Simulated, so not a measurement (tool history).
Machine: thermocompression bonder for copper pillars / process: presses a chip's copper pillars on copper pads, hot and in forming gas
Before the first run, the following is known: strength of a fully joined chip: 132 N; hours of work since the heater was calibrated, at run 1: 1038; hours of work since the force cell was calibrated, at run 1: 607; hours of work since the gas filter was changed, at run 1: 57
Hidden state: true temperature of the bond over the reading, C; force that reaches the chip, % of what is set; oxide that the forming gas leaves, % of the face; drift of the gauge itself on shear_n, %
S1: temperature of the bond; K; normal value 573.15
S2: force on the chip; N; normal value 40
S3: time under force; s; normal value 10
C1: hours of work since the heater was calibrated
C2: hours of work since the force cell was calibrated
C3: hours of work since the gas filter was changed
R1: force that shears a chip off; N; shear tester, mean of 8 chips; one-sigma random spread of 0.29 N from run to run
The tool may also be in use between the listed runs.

Run 1, hour 0.0: usual settings; C1 1038; C2 607; C3 57. Result: R1 91.0 N.
Run 2, hour 9.8: usual settings; C1 1045; C2 615; C3 64. Result: R1 91.4 N.
Run 3, hour 22.7: usual settings; C1 1054; C2 624; C3 73. Result: R1 90.8 N.
Run 4, hour 34.1: usual settings; C1 1063; C2 632; C3 82. Result: R1 91.2 N.
Run 5, hour 53.8: usual settings but S3 8 s; C1 1077; C2 647; C3 96. Result: R1 85.7 N.
Run 6, hour 70.1: usual settings but S3 8 s; C1 1089; C2 659; C3 108. Result: R1 85.5 N.
Run 7, hour 87.6: usual settings but S3 8 s; C1 1102; C2 671; C3 121. Result: R1 85.4 N.
Run 8, hour 100.8: usual settings but S3 8 s; C1 1111; C2 681; C3 130. Result: R1 85.7 N.
Run 9, hour 117.8: usual settings but S1 595.15 K; C1 1124; C2 693; C3 143. Result: R1 109.0 N.
Run 10, hour 140.8: usual settings but S1 595.15 K; C1 1141; C2 710; C3 160. Result: R1 109.3 N.
Run 11, hour 150.3: usual settings but S1 595.15 K; C1 1148; C2 717; C3 167. Result: R1 108.6 N.
Run 12, hour 165.3: usual settings but S3 20 s; C1 1159; C2 728; C3 177. Result: R1 106.8 N.
Run 13, hour 182.8: usual settings but S2 53 N; C1 1171; C2 741; C3 190. Result: R1 103.5 N.
Run 14, hour 202.8: usual settings but S2 53 N; C1 1186; C2 756; C3 205. Result: R1 103.2 N.
Run 15, hour 221.4: usual settings but S2 53 N; C1 1199; C2 769; C3 218. Result: R1 103.3 N.
Run 16, hour 239.0: usual settings but S1 550.15 K; C1 1212; C2 782; C3 231. Result: R1 69.1 N.
Run 17, hour 258.5: usual settings but S1 550.15 K; C1 1227; C2 796; C3 246. Result: R1 69.3 N.
At hour 276.8: forming gas filter changed.
Run 18, hour 280.0: usual settings but S1 550.15 K, S2 31 N; C1 1242; C2 812; C3 2. Result: R1 58.1 N.
Run 19, hour 295.5: usual settings but S1 550.15 K, S2 31 N; C1 1253; C2 823; C3 14. Result: R1 57.8 N.
Run 20, hour 313.8: usual settings but S1 550.15 K, S2 31 N; C1 1267; C2 836; C3 27. Result: R1 57.8 N.
Run 21, hour 327.9: usual settings but S1 567.15 K, S2 31 N, S3 18 s; C1 1277; C2 847; C3 37. Result: R1 87.8 N.
Run 22, hour 341.8: usual settings but S2 52 N, S3 25 s; C1 1287; C2 857; C3 47. Result: R1 119.7 N.
Run 23, hour 357.2: usual settings but S2 52 N, S3 25 s; C1 1298; C2 868; C3 59. Result: R1 119.8 N.
Run 24, hour 368.8: usual settings but S1 598.15 K; C1 1307; C2 876; C3 67. Result: R1 111.5 N.
Run 25, hour 379.9: usual settings but S1 598.15 K; C1 1315; C2 885; C3 75. Result: R1 110.0 N.
Run 26, hour 403.0: usual settings but S1 599.15 K, S2 36 N; C1 1332; C2 901; C3 92. Result: R1 107.7 N.
Run 27, hour 421.8: usual settings; C1 1345; C2 915; C3 106. Result: R1 90.8 N.
Run 28, hour 437.1: usual settings; C1 1357; C2 926; C3 117. Result: R1 90.8 N.
Run 29, hour 448.8: usual settings but S3 8 s; C1 1365; C2 935; C3 126. Result: R1 85.9 N.
Run 30, hour 465.0: usual settings but S1 569.15 K, S2 34 N, S3 5 s; C1 1377; C2 947; C3 137. Result: R1 63.3 N.
Run 31, hour 486.1: usual settings but S1 598.15 K, S2 37 N, S3 7 s; C1 1392; C2 962; C3 153. Result: R1 100.6 N.
Run 32, hour 504.4: usual settings but S1 565.15 K, S2 44 N, S3 6 s; C1 1406; C2 975; C3 166. Result: R1 75.6 N.
Run 33, hour 513.8: usual settings but S1 544.15 K, S2 35 N, S3 11 s; C1 1413; C2 982; C3 173. Result: R1 59.1 N.
Run 34, hour 527.5: usual settings but S1 544.15 K, S2 46 N, S3 11 s; C1 1423; C2 992; C3 183. Result: R1 71.7 N.
Run 35, hour 545.4: usual settings but S1 584.15 K, S2 56 N, S3 8 s; C1 1436; C2 1005; C3 196. Result: R1 110.1 N.
Run 36, hour 561.5: usual settings but S1 584.15 K, S2 56 N, S3 8 s; C1 1447; C2 1017; C3 208. Result: R1 110.1 N.
Run 37, hour 582.7: usual settings but S2 47 N, S3 28 s; C1 1463; C2 1033; C3 223. Result: R1 117.9 N.
Run 38, hour 604.0: usual settings but S1 566.15 K, S2 42 N, S3 25 s; C1 1478; C2 1048; C3 239. Result: R1 107.0 N.
Run 39, hour 625.6: usual settings but S3 12 s; C1 1494; C2 1064; C3 255. Result: R1 95.6 N.

Alternative continuations, all from the tool just after run 39; predict every row:
At hour 632.4: forming gas filter changed.
Run A, hour 646.3: usual settings but S2 31 N; C1 1509; C2 1079; C3 10. Result: R1 ?.
At hour 632.4: forming gas filter changed.
Run B, hour 646.3: usual settings but S2 37 N, S3 11 s; C1 1509; C2 1079; C3 10. Result: R1 ?.
At hour 632.4: forming gas filter changed.
Run C, hour 646.3: usual settings but S1 596.15 K, S3 8 s; C1 1509; C2 1079; C3 10. Result: R1 ?.

run     R1
  A   79.1
  B   89.4
  C  105.0
Without the tool's unlogged condition, the same runs would have read:
run     R1
  A   79.2
  B   89.6
  C  105.1
